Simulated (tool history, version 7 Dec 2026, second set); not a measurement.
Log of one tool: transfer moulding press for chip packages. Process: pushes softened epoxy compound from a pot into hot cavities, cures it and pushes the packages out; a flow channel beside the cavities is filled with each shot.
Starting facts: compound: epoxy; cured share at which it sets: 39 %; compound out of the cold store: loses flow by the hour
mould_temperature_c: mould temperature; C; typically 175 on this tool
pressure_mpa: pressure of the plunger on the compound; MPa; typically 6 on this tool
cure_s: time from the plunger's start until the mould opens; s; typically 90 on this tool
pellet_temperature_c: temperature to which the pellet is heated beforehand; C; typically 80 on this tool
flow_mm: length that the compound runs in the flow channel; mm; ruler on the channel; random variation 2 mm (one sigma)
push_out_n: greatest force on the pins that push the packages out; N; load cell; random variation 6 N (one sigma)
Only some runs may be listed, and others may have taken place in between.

| run | hour | mould_temperature_c | pressure_mpa | cure_s | pellet_temperature_c | incoming compound's hours out of the cold store | flow_mm | push_out_n |
|---|---|---|---|---|---|---|---|---|
| 1 | 0 | 175 | 6 | 90 | 80 | 26.3 | 877 | 293 |
|  | 14.7 | cavities cleaned with cleaning compound and waxed |
| 2 | 18.7 | 175 | 6 | 90 | 80 | 44.6 | 842 | 236 |
| 3 | 28.5 | 175 | 6 | 87 | 80 | 15.5 | 894 | 259 |
| 4 | 40.7 | 175 | 6 | 87 | 80 | 12.8 | 896 | 300 |
| 5 | 59.3 | 175 | 6 | 87 | 80 | 21.9 | 883 | 332 |
|  | 64.8 | cavities cleaned with cleaning compound and waxed |
| 6 | 73.8 | 175 | 6 | 84 | 80 | 33.3 | 858 | 253 |
| 7 | 85.6 | 175 | 6 | 84 | 80 | 18.6 | 887 | 301 |
| 8 | 101.6 | 175 | 6 | 84 | 80 | 32.4 | 857 | 313 |
| 9 | 111.4 | 175 | 6 | 84 | 80 | 46.9 | 833 | 320 |
|  | 115.4 | cavities cleaned with cleaning compound and waxed |
|  | 125.5 | plunger's sealing rings changed |
| 10 | 133.8 | 174 | 6 | 107 | 80 | 41.3 | 871 | 245 |
| 11 | 152.8 | 174 | 6 | 80 | 80 | 24.6 | 903 | 362 |
| 12 | 165.2 | 178 | 6 | 90 | 80 | 18.8 | 895 | 295 |
|  | 168.5 | cavities cleaned with cleaning compound and waxed |
| 13 | 184.7 | 178 | 6 | 90 | 80 | 40.3 | 859 | 238 |
| 14 | 192.6 | 181 | 6.52 | 79 | 80 | 42.7 | 877 | 267 |
| 15 | 207.2 | 175 | 6.06 | 74 | 79 | 47 | 859 | 378 |
|  | 219.8 | cavities cleaned with cleaning compound and waxed |
| 16 | 223.8 | 177 | 7.19 | 76 | 85 | 26.1 | 970 | 261 |
| 17 | 235.3 | 177 | 6.8 | 77 | 77 | 43 | 904 | 293 |

3 options for the next run, each taken on its own from the tool as it stands now. Forecast them:
| A | 247.7 | 175 | 6 | 90 | 83 | 10.8 | ? | ? |
| B | 247.7 | 175 | 6 | 90 | 71 | 21.4 | ? | ? |
| C | 247.7 | 174 | 6.8 | 77 | 77 | 33.8 | ? | ? |

| run | flow_mm | push_out_n |
|---|---|---|
| A | 922 | 281 |
| B | 902 | 285 |
| C | 935 | 361 |
What these runs would have given with no unlogged condition in the tool:
| run | flow_mm | push_out_n |
|---|---|---|
| A | 935 | 222 |
| B | 914 | 226 |
| C | 948 | 290 |
